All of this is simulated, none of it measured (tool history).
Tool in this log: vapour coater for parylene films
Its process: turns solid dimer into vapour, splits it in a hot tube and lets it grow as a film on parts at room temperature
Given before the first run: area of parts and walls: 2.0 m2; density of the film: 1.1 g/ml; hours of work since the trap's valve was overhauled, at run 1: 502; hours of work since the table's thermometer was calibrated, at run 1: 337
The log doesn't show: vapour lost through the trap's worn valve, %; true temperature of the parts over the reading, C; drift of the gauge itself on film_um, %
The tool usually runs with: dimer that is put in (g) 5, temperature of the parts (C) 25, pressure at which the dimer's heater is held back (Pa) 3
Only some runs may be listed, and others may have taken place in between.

| run | day | dimer that is put in (g) | temperature of the parts (C) | pressure at which the dimer's heater is held back (Pa) | hours of work since the trap's valve was overhauled | hours of work since the table's thermometer was calibrated | thickness of the film (nm) |
|---|---|---|---|---|---|---|---|
| 1 | 0 | 5 | 25 | 3 | 502 | 337 | 1504 |
| 2 | 0.454 | 5 | 25 | 3 | 511 | 347 | 1485 |
| 3 | 1.042 | 5 | 25 | 3 | 524 | 360 | 1517 |
| 4 | 1.35 | 5 | 25 | 3 | 531 | 366 | 1501 |
| 5 | 1.8 | 5 | 25 | 3 | 540 | 376 | 1499 |
| 6 | 2.408 | 5 | 25 | 3 | 553 | 389 | 1497 |
| 7 | 2.992 | 5 | 25 | 3 | 566 | 402 | 1480 |
| 8 | 3.525 | 5 | 25 | 3 | 577 | 413 | 1489 |
| 9 | 3.858 | 5 | 25 | 3 | 585 | 420 | 1496 |
| 10 | 4.246 | 5 | 25 | 6.18 | 593 | 429 | 1426 |
| 11 | 4.754 | 5 | 25 | 6.18 | 604 | 440 | 1428 |
| 12 | 5.021 | 5 | 25 | 6.18 | 610 | 445 | 1418 |
| 13 | 5.396 | 5 | 35 | 3 | 618 | 453 | 1122 |
| 14 | 5.654 | 5 | 35 | 3 | 623 | 459 | 1101 |
| 15 | 6.046 | 5 | 25 | 9.61 | 632 | 467 | 1378 |
|  | 6.458 | trap's valve overhauled |
| 16 | 6.829 | 5 | 25 | 4.09 | 8 | 481 | 1385 |
| 17 | 7.088 | 5 | 25 | 3 | 13 | 486 | 1408 |
| 18 | 7.521 | 5 | 25 | 3 | 23 | 496 | 1403 |
| 19 | 7.812 | 5 | 25 | 3 | 29 | 502 | 1408 |
| 20 | 8.3 | 5 | 25 | 3 | 40 | 512 | 1398 |
| 21 | 8.667 | 5 | 25 | 3 | 47 | 520 | 1394 |
| 22 | 8.929 | 5 | 25 | 3 | 53 | 526 | 1389 |
| 23 | 9.55 | 5 | 25 | 3 | 66 | 539 | 1389 |
| 24 | 9.912 | 5 | 21 | 10.32 | 74 | 547 | 1452 |
|  | 10.267 | trap's valve overhauled, once more |
| 25 | 10.479 | 5 | 21 | 10.32 | 5 | 556 | 1691 |
| 26 | 11.021 | 6 | 25 | 11.81 | 16 | 567 | 1789 |
| 27 | 11.533 | 3 | 25 | 11.81 | 27 | 578 | 892 |
| 28 | 12.079 | 6 | 20 | 2.61 | 39 | 590 | 2248 |
| 29 | 12.667 | 6 | 22 | 8.6 | 52 | 603 | 1978 |
| 30 | 13.271 | 8 | 19 | 4.99 | 65 | 616 | 2972 |
| 31 | 13.562 | 8 | 35 | 2.08 | 71 | 622 | 1985 |
| 32 | 13.85 | 8 | 37 | 7.76 | 77 | 628 | 1728 |
| 33 | 14.479 | 4 | 33 | 7.07 | 91 | 642 | 972 |
| 34 | 14.738 | 5 | 29 | 5.63 | 96 | 647 | 1372 |
| 35 | 14.992 | 5 | 29 | 10.45 | 102 | 653 | 1338 |
| 36 | 15.608 | 5 | 21 | 10.45 | 115 | 666 | 1662 |
| 37 | 16.054 | 5 | 21 | 10.45 | 124 | 675 | 1669 |
| 38 | 16.562 | 5 | 21 | 10.45 | 135 | 686 | 1668 |
| 39 | 16.896 | 5 | 37 | 4.72 | 143 | 694 | 1105 |
| 40 | 17.229 | 5 | 37 | 4.72 | 150 | 701 | 1117 |
| 41 | 17.742 | 9 | 35 | 4.42 | 161 | 712 | 2110 |
| 42 | 18.312 | 2 | 21 | 2.56 | 173 | 724 | 718 |
| 43 | 18.658 | 3 | 29 | 10.25 | 181 | 732 | 790 |
| 44 | 19.254 | 3 | 29 | 10.25 | 193 | 744 | 789 |
| 45 | 19.746 | 3 | 29 | 10.25 | 204 | 755 | 797 |
| 46 | 20.008 | 3 | 25 | 6.94 | 210 | 761 | 899 |

A few steps of thickness of the film (nm) between consecutive runs. Split each: what settings, incoming material and random variation would produce without the hidden state, and what is left over for the hidden state, along with gauge scatter present in only one of the two compared results (measured, and without hidden state):
Run 12 -> 13: temperature of the parts (C) 25 -> 35, pressure at which the dimer's heater is held back (Pa) 6.18 -> 3. thickness of the film (nm) -296: hidden state +27, all else -323.
Run 15 -> 16: pressure at which the dimer's heater is held back (Pa) 9.61 -> 4.09, trap's valve overhauled. thickness of the film (nm) +7: hidden state -76, all else +83.
Run 24 -> 25: trap's valve overhauled, once more. thickness of the film (nm) +239: hidden state +239, all else +0.
Run 27 -> 28: dimer that is put in (g) 3 -> 6, temperature of the parts (C) 25 -> 20, pressure at which the dimer's heater is held back (Pa) 11.81 -> 2.61. thickness of the film (nm) +1356: hidden state -3, all else +1359.
Run 29 -> 30: dimer that is put in (g) 6 -> 8, temperature of the parts (C) 22 -> 19, pressure at which the dimer's heater is held back (Pa) 8.6 -> 4.99. thickness of the film (nm) +994: hidden state -7, all else +1001.
Run 41 -> 42: dimer that is put in (g) 9 -> 2, temperature of the parts (C) 35 -> 21, pressure at which the dimer's heater is held back (Pa) 4.42 -> 2.56. thickness of the film (nm) -1392: hidden state +21, all else -1413.

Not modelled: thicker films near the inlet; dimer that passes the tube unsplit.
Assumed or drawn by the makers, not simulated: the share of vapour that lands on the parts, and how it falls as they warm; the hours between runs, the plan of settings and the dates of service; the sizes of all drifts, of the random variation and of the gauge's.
